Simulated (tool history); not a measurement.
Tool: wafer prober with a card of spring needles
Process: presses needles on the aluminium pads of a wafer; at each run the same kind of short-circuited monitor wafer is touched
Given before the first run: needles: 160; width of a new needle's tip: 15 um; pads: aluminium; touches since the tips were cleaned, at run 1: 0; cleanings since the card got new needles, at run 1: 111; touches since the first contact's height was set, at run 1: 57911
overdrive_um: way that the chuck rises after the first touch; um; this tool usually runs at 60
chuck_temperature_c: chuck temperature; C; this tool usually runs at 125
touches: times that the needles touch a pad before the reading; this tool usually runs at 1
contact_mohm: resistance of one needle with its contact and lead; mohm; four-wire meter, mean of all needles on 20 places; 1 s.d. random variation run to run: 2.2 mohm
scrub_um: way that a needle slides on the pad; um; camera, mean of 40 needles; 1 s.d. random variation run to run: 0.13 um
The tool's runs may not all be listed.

run	hour	overdrive_um	chuck_temperature_c	touches	touches since the tips were cleaned	cleanings since the card got new needles	touches since the first contact's height was set	contact_mohm	scrub_um
1	0.0	60	125	1	0	111	57911	259	9.49
# hour 6.9: tips cleaned on abrasive film
# hour 12.4: tips cleaned on abrasive film
# hour 18.0: tips cleaned on abrasive film
2	21.0	60	125	1	1047	114	65093	266	9.39
# hour 23.8: tips cleaned on abrasive film
# hour 29.3: tips cleaned on abrasive film
# hour 34.9: tips cleaned on abrasive film
# hour 40.4: tips cleaned on abrasive film
3	42.6	60	125	1	758	118	72453	267	9.50
# hour 46.8: tips cleaned on abrasive film
# hour 52.3: tips cleaned on abrasive film
# hour 57.8: tips cleaned on abrasive film
# hour 63.4: tips cleaned on abrasive film
# hour 70.3: tips cleaned on abrasive film
4	72.4	60	125	1	743	123	82636	266	9.37
# hour 76.6: tips cleaned on abrasive film
# hour 82.1: tips cleaned on abrasive film
# hour 88.8: tips cleaned on abrasive film
# hour 94.3: tips cleaned on abrasive film
5	97.7	60	125	1	1160	127	91268	266	9.23
# hour 100.5: tips cleaned on abrasive film
# hour 106.0: tips cleaned on abrasive film
# hour 111.6: tips cleaned on abrasive film
# hour 117.1: tips cleaned on abrasive film
# hour 124.0: tips cleaned on abrasive film
6	126.8	60	125	1	969	132	101200	267	9.36
# hour 129.6: tips cleaned on abrasive film
# hour 136.4: tips cleaned on abrasive film
# hour 143.3: tips cleaned on abrasive film
# hour 149.9: tips cleaned on abrasive film
7	149.9	60	125	1	0	136	109099	260	9.26
# hour 155.4: tips cleaned on abrasive film
# hour 162.3: tips cleaned on abrasive film
# hour 167.9: tips cleaned on abrasive film
8	172.8	60	76	1	1697	139	116931	262	9.04
# hour 174.2: tips cleaned on abrasive film
# hour 179.8: tips cleaned on abrasive film
# hour 185.3: tips cleaned on abrasive film
9	187.4	60	76	1	743	142	121922	256	9.11
# hour 191.6: tips cleaned on abrasive film
# hour 198.5: tips cleaned on abrasive film
# hour 205.4: tips cleaned on abrasive film
10	209.9	60	76	1	1565	145	129611	265	8.89
# hour 211.3: tips cleaned on abrasive film
# hour 218.2: tips cleaned on abrasive film
# hour 223.8: tips cleaned on abrasive film
# hour 229.3: tips cleaned on abrasive film
11	231.3	60	125	1	697	149	136918	267	8.73
# hour 235.5: tips cleaned on abrasive film
# hour 241.0: tips cleaned on abrasive film
# hour 246.5: tips cleaned on abrasive film
12	251.6	60	125	1	1770	152	143868	278	8.67
# hour 253.1: tips cleaned on abrasive film
# hour 260.0: tips cleaned on abrasive film
# hour 265.5: tips cleaned on abrasive film
# hour 272.3: tips cleaned on abrasive film
# hour 279.2: tips cleaned on abrasive film
13	281.4	60	125	1	759	157	154022	266	8.76
# hour 285.5: tips cleaned on abrasive film
# hour 291.1: tips cleaned on abrasive film
# hour 296.6: tips cleaned on abrasive film
# hour 302.2: tips cleaned on abrasive film
14	305.4	60	125	1	1127	161	162228	271	8.73
# hour 308.2: tips cleaned on abrasive film
# hour 313.8: tips cleaned on abrasive film
# hour 319.3: tips cleaned on abrasive film
# hour 322.3: height of the first contact set anew
# hour 325.1: tips cleaned on abrasive film
15	328.7	55	58	1	1251	165	2195	254	9.46
# hour 331.6: tips cleaned on abrasive film
# hour 337.1: tips cleaned on abrasive film
# hour 344.0: tips cleaned on abrasive film
# hour 350.9: tips cleaned on abrasive film
16	355.4	51	125	2	1571	169	11309	270	8.55
# hour 356.8: tips cleaned on abrasive film
# hour 362.4: tips cleaned on abrasive film
# hour 367.9: tips cleaned on abrasive film
17	368.7	42	52	1	288	172	15843	257	6.79
# hour 374.3: tips cleaned on abrasive film
# hour 381.1: tips cleaned on abrasive film
# hour 386.6: tips cleaned on abrasive film
# hour 392.1: tips cleaned on abrasive film
18	393.8	62	39	2	584	176	24418	243	9.99
# hour 397.9: tips cleaned on abrasive film
# hour 404.8: tips cleaned on abrasive film
# hour 411.7: tips cleaned on abrasive film
# hour 418.5: tips cleaned on abrasive film
19	418.6	42	125	1	16	180	32869	270	6.87
# hour 424.1: tips cleaned on abrasive film
# hour 429.6: tips cleaned on abrasive film
# hour 436.5: tips cleaned on abrasive film
20	441.3	74	48	3	1662	183	40660	239	12.36
# hour 442.8: tips cleaned on abrasive film
# hour 448.3: tips cleaned on abrasive film
# hour 453.8: tips cleaned on abrasive film
# hour 459.4: tips cleaned on abrasive film
# hour 464.9: tips cleaned on abrasive film
21	469.9	74	48	3	1743	188	50426	239	12.07
# hour 471.4: tips cleaned on abrasive film
# hour 478.3: tips cleaned on abrasive film
# hour 483.8: tips cleaned on abrasive film
# hour 490.7: tips cleaned on abrasive film
# hour 496.2: tips cleaned on abrasive film
22	499.4	60	54	1	1118	193	60502	252	9.66
# hour 502.3: tips cleaned on abrasive film
# hour 507.8: tips cleaned on abrasive film
23	513.0	60	54	1	1802	195	65136	258	9.48
# hour 514.4: tips cleaned on abrasive film
# hour 520.0: tips cleaned on abrasive film
# hour 525.5: tips cleaned on abrasive film
24	528.0	62	54	1	863	198	70246	250	9.77
# hour 532.1: tips cleaned on abrasive film
# hour 537.7: tips cleaned on abrasive film
# hour 543.2: tips cleaned on abrasive film
# hour 550.1: tips cleaned on abrasive film
25	555.4	54	125	1	1849	202	79614	283	8.41
# hour 556.8: tips cleaned on abrasive film
# hour 562.4: tips cleaned on abrasive film
# hour 569.2: tips cleaned on abrasive film
26	571.8	54	38	2	905	205	85218	253	8.34
# hour 576.0: tips cleaned on abrasive film
# hour 581.5: tips cleaned on abrasive film
# hour 588.4: tips cleaned on abrasive film
27	593.2	47	99	2	1659	208	92523	279	7.07

Each row is a separate what-if for the run after 27, all from the same tool condition, not one after another. Results?
# hour 594.6: tips cleaned on abrasive film
# hour 600.1: tips cleaned on abrasive film
# hour 606.9: tips cleaned on abrasive film
A	608.7	62	99	2	598	211	97806	?	?
# hour 594.6: tips cleaned on abrasive film
# hour 600.1: tips cleaned on abrasive film
# hour 606.9: tips cleaned on abrasive film
B	608.7	60	100	1	598	211	97806	?	?
# hour 594.6: tips cleaned on abrasive film
# hour 600.1: tips cleaned on abrasive film
# hour 606.9: tips cleaned on abrasive film
C	608.7	44	87	2	598	211	97806	?	?

run	contact_mohm	scrub_um
A	256	9.78
B	265	9.40
C	269	6.61
Take away the tool's hidden state, keep each run's random variation, and the runs would have read:
run	contact_mohm	scrub_um
A	244	10.68
B	249	10.30
C	248	7.51

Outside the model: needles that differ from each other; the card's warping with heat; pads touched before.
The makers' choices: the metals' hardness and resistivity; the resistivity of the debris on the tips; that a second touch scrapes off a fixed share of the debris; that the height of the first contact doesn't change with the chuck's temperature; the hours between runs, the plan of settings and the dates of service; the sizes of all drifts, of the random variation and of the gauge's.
